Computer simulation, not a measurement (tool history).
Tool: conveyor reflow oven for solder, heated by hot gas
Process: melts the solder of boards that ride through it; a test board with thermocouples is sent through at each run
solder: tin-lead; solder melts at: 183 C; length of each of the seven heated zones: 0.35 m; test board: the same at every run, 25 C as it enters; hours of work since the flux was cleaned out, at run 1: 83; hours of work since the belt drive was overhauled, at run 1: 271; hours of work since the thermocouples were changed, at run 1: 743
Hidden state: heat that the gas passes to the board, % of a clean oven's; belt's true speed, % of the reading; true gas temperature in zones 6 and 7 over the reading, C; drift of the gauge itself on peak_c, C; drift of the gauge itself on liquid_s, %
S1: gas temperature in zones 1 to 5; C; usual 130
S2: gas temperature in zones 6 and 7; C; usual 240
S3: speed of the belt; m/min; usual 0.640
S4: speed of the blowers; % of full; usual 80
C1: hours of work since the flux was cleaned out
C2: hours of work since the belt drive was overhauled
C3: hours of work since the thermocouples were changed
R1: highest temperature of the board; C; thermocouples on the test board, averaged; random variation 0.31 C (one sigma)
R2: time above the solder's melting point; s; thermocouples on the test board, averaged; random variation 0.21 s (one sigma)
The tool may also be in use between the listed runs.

| run | hour | S1 | S2 | S3 | S4 | C1 | C2 | C3 | R1 | R2 |
|---|---|---|---|---|---|---|---|---|---|---|
| 1 | 0.0 | 130 | 240 | 0.640 | 80 | 83 | 271 | 743 | 219.4 | 48.5 |
| 2 | 9.5 | 130 | 240 | 0.640 | 80 | 88 | 276 | 748 | 219.6 | 48.9 |
| 3 | 17.1 | 130 | 240 | 0.640 | 80 | 91 | 280 | 752 | 219.6 | 49.0 |
| 4 | 25.1 | 130 | 240 | 0.640 | 80 | 95 | 283 | 756 | 219.6 | 48.4 |
| 5 | 41.7 | 130 | 240 | 0.640 | 80 | 103 | 291 | 764 | 219.5 | 48.5 |
| 6 | 56.7 | 130 | 240 | 0.640 | 80 | 111 | 299 | 771 | 219.2 | 48.6 |
| 7 | 71.7 | 130 | 240 | 0.640 | 80 | 118 | 306 | 778 | 219.5 | 48.5 |
| 8 | 88.3 | 130 | 240 | 0.640 | 80 | 126 | 314 | 786 | 219.3 | 48.7 |
| 9 | 95.6 | 130 | 240 | 0.640 | 80 | 130 | 318 | 790 | 219.9 | 48.5 |
| 10 | 104.2 | 130 | 240 | 0.640 | 80 | 134 | 322 | 794 | 218.9 | 48.5 |
| 11 | 112.3 | 130 | 240 | 0.640 | 80 | 138 | 326 | 798 | 218.5 | 48.2 |
| 12 | 125.4 | 130 | 240 | 0.640 | 80 | 144 | 332 | 805 | 219.2 | 48.2 |
|  | 130.3 | belt drive overhauled, speed set with a stopwatch |
| 13 | 138.7 | 130 | 240 | 0.640 | 64 | 149 | 4 | 809 | 214.6 | 44.4 |
| 14 | 152.1 | 130 | 240 | 0.640 | 64 | 155 | 11 | 816 | 214.4 | 44.4 |
|  | 163.2 | belt drive overhauled, speed set with a stopwatch, once more |
| 15 | 166.7 | 143 | 240 | 0.640 | 80 | 160 | 2 | 821 | 221.1 | 52.6 |
|  | 172.7 | flux residue cleaned out of gas plates and filters |
| 16 | 184.3 | 140 | 236 | 0.640 | 80 | 6 | 8 | 827 | 218.3 | 50.4 |
| 17 | 192.8 | 133 | 239 | 0.740 | 85 | 10 | 12 | 831 | 215.5 | 39.4 |
| 18 | 200.3 | 125 | 242 | 0.640 | 80 | 13 | 16 | 835 | 221.1 | 47.7 |
| 19 | 211.4 | 120 | 240 | 0.660 | 80 | 19 | 21 | 840 | 216.8 | 42.2 |
| 20 | 223.4 | 140 | 240 | 0.660 | 56 | 25 | 27 | 846 | 212.4 | 43.3 |
| 21 | 233.0 | 119 | 242 | 0.513 | 83 | 29 | 32 | 851 | 227.8 | 64.1 |
| 22 | 240.2 | 130 | 240 | 0.640 | 80 | 33 | 35 | 854 | 219.2 | 48.3 |
| 23 | 253.4 | 122 | 240 | 0.689 | 62 | 39 | 42 | 861 | 208.5 | 34.0 |
| 24 | 262.9 | 128 | 251 | 0.538 | 60 | 44 | 46 | 865 | 229.2 | 62.9 |
| 25 | 279.6 | 119 | 240 | 0.563 | 80 | 52 | 54 | 873 | 222.1 | 54.0 |
| 26 | 294.8 | 130 | 252 | 0.640 | 83 | 60 | 62 | 881 | 230.4 | 54.2 |
| 27 | 307.8 | 130 | 237 | 0.519 | 83 | 66 | 68 | 887 | 223.8 | 63.7 |
| 28 | 315.8 | 135 | 240 | 0.640 | 59 | 70 | 72 | 891 | 213.7 | 44.6 |
| 29 | 322.9 | 135 | 239 | 0.586 | 59 | 73 | 75 | 894 | 216.0 | 51.5 |
| 30 | 329.9 | 123 | 250 | 0.588 | 78 | 77 | 79 | 898 | 230.2 | 57.0 |

Forecast each of these 4 alternatives for the next run:
| A | 340.8 | 136 | 234 | 0.640 | 80 | 82 | 84 | 903 | ? | ? |
| B | 340.8 | 120 | 240 | 0.640 | 80 | 82 | 84 | 903 | ? | ? |
| C | 340.8 | 130 | 240 | 0.640 | 63 | 82 | 84 | 903 | ? | ? |
| D | 340.8 | 130 | 240 | 0.542 | 84 | 82 | 84 | 903 | ? | ? |

| run | R1 | R2 |
|---|---|---|
| A | 215.0 | 47.0 |
| B | 217.1 | 44.5 |
| C | 213.7 | 43.4 |
| D | 225.1 | 61.8 |
Without the tool's hidden state the same runs would have given:
| run | R1 | R2 |
|---|---|---|
| A | 217.2 | 48.5 |
| B | 219.4 | 46.1 |
| C | 215.9 | 45.1 |
| D | 227.4 | 63.1 |

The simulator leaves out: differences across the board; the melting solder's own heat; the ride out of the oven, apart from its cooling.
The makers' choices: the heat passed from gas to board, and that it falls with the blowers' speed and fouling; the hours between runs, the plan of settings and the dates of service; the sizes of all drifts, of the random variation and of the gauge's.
